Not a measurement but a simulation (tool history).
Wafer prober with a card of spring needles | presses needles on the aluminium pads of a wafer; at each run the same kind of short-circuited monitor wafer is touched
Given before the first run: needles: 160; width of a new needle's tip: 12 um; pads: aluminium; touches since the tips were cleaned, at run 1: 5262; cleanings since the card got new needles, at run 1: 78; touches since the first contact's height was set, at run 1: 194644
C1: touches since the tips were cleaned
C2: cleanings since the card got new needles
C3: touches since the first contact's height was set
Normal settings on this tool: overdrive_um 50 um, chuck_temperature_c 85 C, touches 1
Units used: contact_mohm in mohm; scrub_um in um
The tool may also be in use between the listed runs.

Run 1, hour 0: usual settings; C1 5262; C2 78; C3 194644. Result: contact_mohm 304 mohm, scrub_um 10.01 um.
At hour 11.4: tips cleaned on abrasive film.
At hour 45.8: tips cleaned on abrasive film.
At hour 52.4: height of the first contact set anew.
Run 2, hour 67.4: usual settings; C1 4246; C2 80; C3 2997. Result: contact_mohm 297 mohm, scrub_um 10.34 um.
At hour 80.3: tips cleaned on abrasive film.
At hour 116.2: tips cleaned on abrasive film.
Run 3, hour 118.4: usual settings but chuck_temperature_c 113 C; C1 455; C2 82; C3 13158. Result: contact_mohm 255 mohm, scrub_um 10.37 um.
At hour 152: tips cleaned on abrasive film.
Run 4, hour 166.5: usual settings but chuck_temperature_c 113 C; C1 2894; C2 83; C3 22738. Result: contact_mohm 290 mohm, scrub_um 10.38 um.
At hour 186.6: tips cleaned on abrasive film.
At hour 224.4: tips cleaned on abrasive film.
Run 5, hour 254.5: usual settings but chuck_temperature_c 113 C; C1 6017; C2 85; C3 40279. Result: contact_mohm 320 mohm, scrub_um 10.31 um.
At hour 258.5: tips cleaned on abrasive film.
At hour 295.9: tips cleaned on abrasive film.
Run 6, hour 316.9: usual settings; C1 4202; C2 87; C3 52697. Result: contact_mohm 299 mohm, scrub_um 10.3 um.
At hour 335.2: tips cleaned on abrasive film.
At hour 370.2: tips cleaned on abrasive film.
Run 7, hour 370.3: usual settings; C1 26; C2 89; C3 63321. Result: contact_mohm 241 mohm, scrub_um 10.25 um.
At hour 405.6: tips cleaned on abrasive film.
Run 8, hour 412.1: usual settings; C1 1305; C2 90; C3 71652. Result: contact_mohm 266 mohm, scrub_um 10.24 um.
At hour 440.7: tips cleaned on abrasive film.
At hour 476.8: tips cleaned on abrasive film.
Run 9, hour 504.9: usual settings but touches 3; C1 5623; C2 92; C3 90150. Result: contact_mohm 268 mohm, scrub_um 10.21 um.
At hour 512.8: tips cleaned on abrasive film.
At hour 548.8: tips cleaned on abrasive film.
Run 10, hour 548.8: usual settings but touches 3; C1 0; C2 94; C3 98864. Result: contact_mohm 241 mohm, scrub_um 10.18 um.
At hour 587.5: tips cleaned on abrasive film.
At hour 627.4: tips cleaned on abrasive film.
Run 11, hour 634.4: usual settings but overdrive_um 47 um; C1 1392; C2 96; C3 115925. Result: contact_mohm 278 mohm, scrub_um 9.55 um.
At hour 666.9: tips cleaned on abrasive film.
Run 12, hour 675.9: usual settings but overdrive_um 47 um; C1 1798; C2 97; C3 124195. Result: contact_mohm 279 mohm, scrub_um 9.49 um.
At hour 704.5: tips cleaned on abrasive film.
Run 13, hour 723.7: usual settings but overdrive_um 43 um; C1 3833; C2 98; C3 133725. Result: contact_mohm 326 mohm, scrub_um 8.64 um.
At hour 740.5: tips cleaned on abrasive film.
At hour 775.9: tips cleaned on abrasive film.
Run 14, hour 775.9: usual settings but overdrive_um 43 um; C1 0; C2 100; C3 144112. Result: contact_mohm 244 mohm, scrub_um 8.59 um.
At hour 811.6: tips cleaned on abrasive film.
At hour 845.8: tips cleaned on abrasive film.
Run 15, hour 845.8: usual settings but overdrive_um 43 um, chuck_temperature_c 37 C; C1 0; C2 102; C3 158031. Result: contact_mohm 239 mohm, scrub_um 8.58 um.
At hour 882.1: tips cleaned on abrasive film.
Run 16, hour 908.5: usual settings but overdrive_um 41 um; C1 5271; C2 103; C3 170526. Result: contact_mohm 333 mohm, scrub_um 8.17 um.
At hour 918.3: tips cleaned on abrasive film.
At hour 956.2: tips cleaned on abrasive film.
At hour 995.8: tips cleaned on abrasive film.
Run 17, hour 1004.1: usual settings but overdrive_um 41 um; C1 1666; C2 106; C3 189567. Result: contact_mohm 297 mohm, scrub_um 8.13 um.
At hour 1029.9: tips cleaned on abrasive film.
Run 18, hour 1055.6: usual settings but overdrive_um 41 um; C1 5140; C2 107; C3 199830. Result: contact_mohm 350 mohm, scrub_um 8.1 um.
At hour 1064.2: tips cleaned on abrasive film.
At hour 1086: height of the first contact set anew.
At hour 1103.8: tips cleaned on abrasive film.
Run 19, hour 1112.7: usual settings but overdrive_um 59 um, chuck_temperature_c 93 C; C1 1782; C2 109; C3 5315. Result: contact_mohm 273 mohm, scrub_um 12.24 um.
At hour 1140.7: tips cleaned on abrasive film.
At hour 1179.1: tips cleaned on abrasive film.
Run 20, hour 1196.3: usual settings but overdrive_um 59 um, chuck_temperature_c 93 C; C1 3443; C2 111; C3 21971. Result: contact_mohm 288 mohm, scrub_um 12.2 um.
At hour 1217.2: tips cleaned on abrasive film.
At hour 1252.2: tips cleaned on abrasive film.
Run 21, hour 1252.2: usual settings but overdrive_um 59 um, chuck_temperature_c 112 C; C1 0; C2 113; C3 33090. Result: contact_mohm 251 mohm, scrub_um 12.15 um.
At hour 1287.9: tips cleaned on abrasive film.
At hour 1324.3: tips cleaned on abrasive film.
Run 22, hour 1337.2: usual settings but overdrive_um 59 um, chuck_temperature_c 47 C; C1 2567; C2 115; C3 50026. Result: contact_mohm 279 mohm, scrub_um 12.17 um.
At hour 1364: tips cleaned on abrasive film.
At hour 1399.9: tips cleaned on abrasive film.
Run 23, hour 1403.2: usual settings but overdrive_um 66 um, chuck_temperature_c 102 C; C1 647; C2 117; C3 63164. Result: contact_mohm 259 mohm, scrub_um 13.58 um.
At hour 1439.6: tips cleaned on abrasive film.
At hour 1478.8: tips cleaned on abrasive film.
Run 24, hour 1491.5: usual settings but overdrive_um 40 um, chuck_temperature_c 110 C, touches 3; C1 2521; C2 119; C3 80753. Result: contact_mohm 270 mohm, scrub_um 8.13 um.
At hour 1514.6: tips cleaned on abrasive film.
Run 25, hour 1533: usual settings but overdrive_um 49 um, chuck_temperature_c 74 C, touches 2; C1 3667; C2 120; C3 89025. Result: contact_mohm 279 mohm, scrub_um 10.01 um.
At hour 1551: tips cleaned on abrasive film.
At hour 1587: tips cleaned on abrasive film.
Run 26, hour 1595.4: usual settings but overdrive_um 35 um, chuck_temperature_c 51 C, touches 2; C1 1673; C2 122; C3 101458. Result: contact_mohm 279 mohm, scrub_um 7.06 um.
At hour 1621.4: tips cleaned on abrasive film.
Run 27, hour 1637.6: usual settings but overdrive_um 35 um, chuck_temperature_c 48 C; C1 3242; C2 123; C3 109871. Result: contact_mohm 344 mohm, scrub_um 7.06 um.
At hour 1659.5: tips cleaned on abrasive film.
At hour 1693.5: tips cleaned on abrasive film.
Run 28, hour 1713.6: usual settings but overdrive_um 66 um, chuck_temperature_c 40 C, touches 2; C1 4015; C2 125; C3 124993. Result: contact_mohm 255 mohm, scrub_um 13.44 um.
At hour 1731.8: tips cleaned on abrasive film.
At hour 1766.7: tips cleaned on abrasive film.
Run 29, hour 1787.9: usual settings but overdrive_um 43 um, chuck_temperature_c 61 C, touches 2; C1 4249; C2 127; C3 139809. Result: contact_mohm 292 mohm, scrub_um 8.64 um.
At hour 1803.5: tips cleaned on abrasive film.
At hour 1838.6: tips cleaned on abrasive film.
Run 30, hour 1845.8: usual settings but overdrive_um 48 um, chuck_temperature_c 86 C; C1 1437; C2 129; C3 151322. Result: contact_mohm 276 mohm, scrub_um 9.67 um.
At hour 1877.7: tips cleaned on abrasive film.
Run 31, hour 1888.5: usual settings but overdrive_um 61 um, chuck_temperature_c 40 C; C1 2149; C2 130; C3 159829. Result: contact_mohm 269 mohm, scrub_um 12.36 um.

Predict each of these 3 candidate next runs independently; none follows another, all start after run 31:
At hour 1917.7: tips cleaned on abrasive film.
Run A, hour 1931.1: usual settings but overdrive_um 55 um, touches 2; C1 2685; C2 131; C3 168330. Result: contact_mohm ?, scrub_um ?.
At hour 1917.7: tips cleaned on abrasive film.
Run B, hour 1931.1: usual settings but overdrive_um 39 um, chuck_temperature_c 68 C, touches 3; C1 2685; C2 131; C3 168330. Result: contact_mohm ?, scrub_um ?.
At hour 1917.7: tips cleaned on abrasive film.
Run C, hour 1931.1: usual settings but overdrive_um 69 um, chuck_temperature_c 105 C; C1 2685; C2 131; C3 168330. Result: contact_mohm ?, scrub_um ?.

run  contact_mohm  scrub_um
  A           267     11.11
  B           266      7.75
  C           279     13.91
Take away the tool's hidden state, keep each run's random variation, and the runs would have read:
run  contact_mohm  scrub_um
  A           238     11.46
  B           234       8.1
  C           247     14.27
